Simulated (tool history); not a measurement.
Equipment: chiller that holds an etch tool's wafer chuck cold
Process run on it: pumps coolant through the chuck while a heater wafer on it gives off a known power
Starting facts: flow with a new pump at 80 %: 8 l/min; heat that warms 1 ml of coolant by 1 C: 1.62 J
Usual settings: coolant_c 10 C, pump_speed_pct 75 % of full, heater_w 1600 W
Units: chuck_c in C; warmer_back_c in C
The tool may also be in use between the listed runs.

Run 1, hour 0.0: usual settings. Result: chuck_c 28.5 C, warmer_back_c 8.09 C.
Run 2, hour 37.3: usual settings. Result: chuck_c 28.6 C, warmer_back_c 8.10 C.
Run 3, hour 75.4: usual settings but coolant_c 0 C. Result: chuck_c 18.7 C, warmer_back_c 8.04 C.
Run 4, hour 102.9: usual settings but coolant_c 0 C, heater_w 1208 W. Result: chuck_c 14.0 C, warmer_back_c 6.11 C.
Run 5, hour 132.8: usual settings. Result: chuck_c 28.4 C, warmer_back_c 8.01 C.
Run 6, hour 152.2: usual settings. Result: chuck_c 28.7 C, warmer_back_c 8.10 C.
Run 7, hour 169.3: usual settings. Result: chuck_c 28.8 C, warmer_back_c 8.08 C.
Run 8, hour 196.0: usual settings. Result: chuck_c 28.7 C, warmer_back_c 8.15 C.
Run 9, hour 233.5: usual settings but coolant_c 7 C. Result: chuck_c 25.5 C, warmer_back_c 8.09 C.
Run 10, hour 268.1: usual settings but coolant_c 7 C. Result: chuck_c 25.6 C, warmer_back_c 8.14 C.
Run 11, hour 304.8: usual settings but coolant_c 7 C, heater_w 1741 W. Result: chuck_c 27.3 C, warmer_back_c 8.81 C.
Run 12, hour 320.7: usual settings but coolant_c 7 C, heater_w 1741 W. Result: chuck_c 27.4 C, warmer_back_c 8.80 C.
Run 13, hour 357.1: usual settings but coolant_c 7 C, heater_w 1741 W. Result: chuck_c 27.4 C, warmer_back_c 8.82 C.
Run 14, hour 378.7: usual settings but coolant_c 7 C, heater_w 1741 W. Result: chuck_c 27.5 C, warmer_back_c 8.79 C.
Run 15, hour 408.1: usual settings but coolant_c 7 C, heater_w 1741 W. Result: chuck_c 27.5 C, warmer_back_c 8.83 C.
Run 16, hour 435.9: usual settings but coolant_c 7 C, heater_w 1741 W. Result: chuck_c 27.5 C, warmer_back_c 8.84 C.
Run 17, hour 471.2: usual settings but coolant_c 18 C, pump_speed_pct 88 % of full, heater_w 1394 W. Result: chuck_c 32.7 C, warmer_back_c 6.04 C.
Run 18, hour 497.3: usual settings but coolant_c 18 C, pump_speed_pct 88 % of full, heater_w 1394 W. Result: chuck_c 32.7 C, warmer_back_c 5.91 C.
Run 19, hour 521.4: usual settings but coolant_c 19 C, pump_speed_pct 88 % of full, heater_w 1538 W. Result: chuck_c 35.1 C, warmer_back_c 6.61 C.
Run 20, hour 553.9: usual settings but coolant_c 16 C, pump_speed_pct 67 % of full, heater_w 1280 W. Result: chuck_c 32.7 C, warmer_back_c 7.30 C.
Run 21, hour 578.8: usual settings but coolant_c 17 C, pump_speed_pct 100 % of full, heater_w 1280 W. Result: chuck_c 29.3 C, warmer_back_c 4.69 C.
Run 22, hour 594.8: usual settings but coolant_c 14 C, pump_speed_pct 89 % of full, heater_w 2008 W. Result: chuck_c 34.9 C, warmer_back_c 8.43 C.
At hour 602.6: coolant pump overhauled.
Run 23, hour 623.3: usual settings but coolant_c 4 C, pump_speed_pct 84 % of full, heater_w 1952 W. Result: chuck_c 25.2 C, warmer_back_c 8.80 C.
Run 24, hour 639.0: usual settings but coolant_c 8 C, pump_speed_pct 72 % of full, heater_w 1777 W. Result: chuck_c 29.6 C, warmer_back_c 9.44 C.
Run 25, hour 659.4: usual settings but coolant_c 5 C, pump_speed_pct 72 % of full, heater_w 1788 W. Result: chuck_c 26.6 C, warmer_back_c 9.48 C.
Run 26, hour 687.6: usual settings but coolant_c 15 C, pump_speed_pct 69 % of full, heater_w 1803 W. Result: chuck_c 37.8 C, warmer_back_c 10.08 C.
Run 27, hour 722.1: usual settings but coolant_c 18 C, pump_speed_pct 78 % of full, heater_w 1632 W. Result: chuck_c 36.8 C, warmer_back_c 7.92 C.
At hour 735.9: coolant pump overhauled, once more.
Run 28, hour 758.9: usual settings but coolant_c 18 C, pump_speed_pct 78 % of full, heater_w 1632 W. Result: chuck_c 36.6 C, warmer_back_c 7.77 C.
Run 29, hour 788.2: usual settings but coolant_c 9 C, pump_speed_pct 78 % of full, heater_w 1927 W. Result: chuck_c 30.9 C, warmer_back_c 9.12 C.
Run 30, hour 820.5: usual settings but coolant_c 9 C, pump_speed_pct 78 % of full, heater_w 1927 W. Result: chuck_c 30.8 C, warmer_back_c 9.12 C.
Run 31, hour 851.9: usual settings but pump_speed_pct 72 % of full, heater_w 1229 W. Result: chuck_c 24.9 C, warmer_back_c 6.40 C.

Alternative continuations, all from the tool just after run 31; predict every row:
Run A, hour 871.7: usual settings but coolant_c 17 C, pump_speed_pct 92 % of full, heater_w 868 W. Result: chuck_c ?, warmer_back_c ?.
Run B, hour 871.7: usual settings but pump_speed_pct 97 % of full, heater_w 1229 W. Result: chuck_c ?, warmer_back_c ?.
Run C, hour 871.7: usual settings but pump_speed_pct 94 % of full, heater_w 1432 W. Result: chuck_c ?, warmer_back_c ?.

run  chuck_c  warmer_back_c
  A     25.9           3.48
  B     22.0           4.63
  C     24.2           5.55
With no hidden state in the tool, these same runs would have given:
run  chuck_c  warmer_back_c
  A     25.1           3.49
  B     20.9           4.63
  C     23.0           5.56
